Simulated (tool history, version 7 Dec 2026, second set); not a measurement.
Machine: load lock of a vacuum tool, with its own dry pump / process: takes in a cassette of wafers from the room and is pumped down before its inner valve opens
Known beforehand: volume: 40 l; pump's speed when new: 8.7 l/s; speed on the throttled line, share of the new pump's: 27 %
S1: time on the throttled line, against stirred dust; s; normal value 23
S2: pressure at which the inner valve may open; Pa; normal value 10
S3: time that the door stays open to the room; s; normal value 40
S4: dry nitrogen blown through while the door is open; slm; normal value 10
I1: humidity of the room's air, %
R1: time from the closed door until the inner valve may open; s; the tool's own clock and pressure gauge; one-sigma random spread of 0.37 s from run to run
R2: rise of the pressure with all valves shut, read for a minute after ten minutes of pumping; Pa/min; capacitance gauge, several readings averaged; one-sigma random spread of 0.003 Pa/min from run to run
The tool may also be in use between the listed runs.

run 1 day=0.000 | S1=23 S2=10 S3=40 S4=10 | I1=46.5 | R1=59.5 R2=0.029
run 2 day=9.854 | S1=23 S2=10 S3=40 S4=10 | I1=44.1 | R1=59.7 R2=0.036
run 3 day=22.304 | S1=23 S2=10 S3=40 S4=10 | I1=40.7 | R1=60.0 R2=0.029
run 4 day=28.646 | S1=23 S2=10 S3=40 S4=10 | I1=46.4 | R1=59.2 R2=0.030
run 5 day=37.421 | S1=23 S2=10 S3=40 S4=10 | I1=44.1 | R1=59.1 R2=0.029
run 6 day=51.550 | S1=23 S2=10 S3=40 S4=10 | I1=45.9 | R1=59.3 R2=0.033
run 7 day=65.108 | S1=23 S2=10 S3=40 S4=10 | I1=42.9 | R1=59.3 R2=0.030
run 8 day=77.479 | S1=23 S2=10 S3=40 S4=10 | I1=45.7 | R1=59.6 R2=0.035
run 9 day=88.183 | S1=46 S2=10 S3=40 S4=10 | I1=44.3 | R1=76.5 R2=0.036
run 10 day=98.242 | S1=46 S2=10 S3=40 S4=10 | I1=44.8 | R1=76.5 R2=0.040
run 11 day=107.642 | S1=22 S2=10 S3=40 S4=10 | I1=48.6 | R1=58.2 R2=0.034
run 12 day=118.308 | S1=23 S2=10 S3=40 S4=10 | I1=46.3 | R1=59.5 R2=0.036
run 13 day=131.088 | S1=23 S2=10 S3=27 S4=10 | I1=43.8 | R1=59.2 R2=0.031
run 14 day=139.125 | S1=23 S2=10 S3=40 S4=35 | I1=48.8 | R1=59.1 R2=0.023
run 15 day=145.562 | S1=23 S2=10 S3=40 S4=35 | I1=45.9 | R1=59.2 R2=0.020
run 16 day=153.358 | S1=23 S2=10 S3=40 S4=35 | I1=42.6 | R1=59.2 R2=0.023
run 17 day=162.625 | S1=23 S2=10 S3=40 S4=35 | I1=43.6 | R1=60.0 R2=0.023
run 18 day=170.408 | S1=23 S2=10 S3=40 S4=35 | I1=44.2 | R1=58.7 R2=0.021
run 19 day=180.817 | S1=23 S2=10 S3=40 S4=10 | I1=48.3 | R1=59.9 R2=0.038
run 20 day=195.150 | S1=23 S2=10 S3=40 S4=10 | I1=46.2 | R1=59.1 R2=0.030
-- day=202.196 door's seal changed, seat wiped
run 21 day=204.121 | S1=23 S2=15 S3=50 S4=36 | I1=46.1 | R1=57.5 R2=0.023
run 22 day=212.804 | S1=16 S2=15 S3=50 S4=42 | I1=44.8 | R1=51.7 R2=0.017
run 23 day=219.804 | S1=25 S2=7 S3=50 S4=42 | I1=45.7 | R1=62.9 R2=0.020
run 24 day=230.688 | S1=25 S2=13 S3=118 S4=10 | I1=41.5 | R1=59.8 R2=0.064
run 25 day=238.279 | S1=25 S2=13 S3=118 S4=10 | I1=46.3 | R1=59.8 R2=0.071
run 26 day=252.929 | S1=25 S2=13 S3=118 S4=10 | I1=40.1 | R1=60.1 R2=0.062
run 27 day=266.358 | S1=25 S2=13 S3=118 S4=10 | I1=45.7 | R1=59.5 R2=0.069

Run 28 is up next; what results do you expect?
run 28 day=274.358 | S1=23 S2=10 S3=40 S4=5 | I1=42.9 | R1=? R2=?

{"run 28": {"R1": 59.6, "R2": 0.041}}
With the hidden condition absent and the run-to-run variation left alone, this run would have shown R1 59.6 s, R2 0.041 Pa/min.
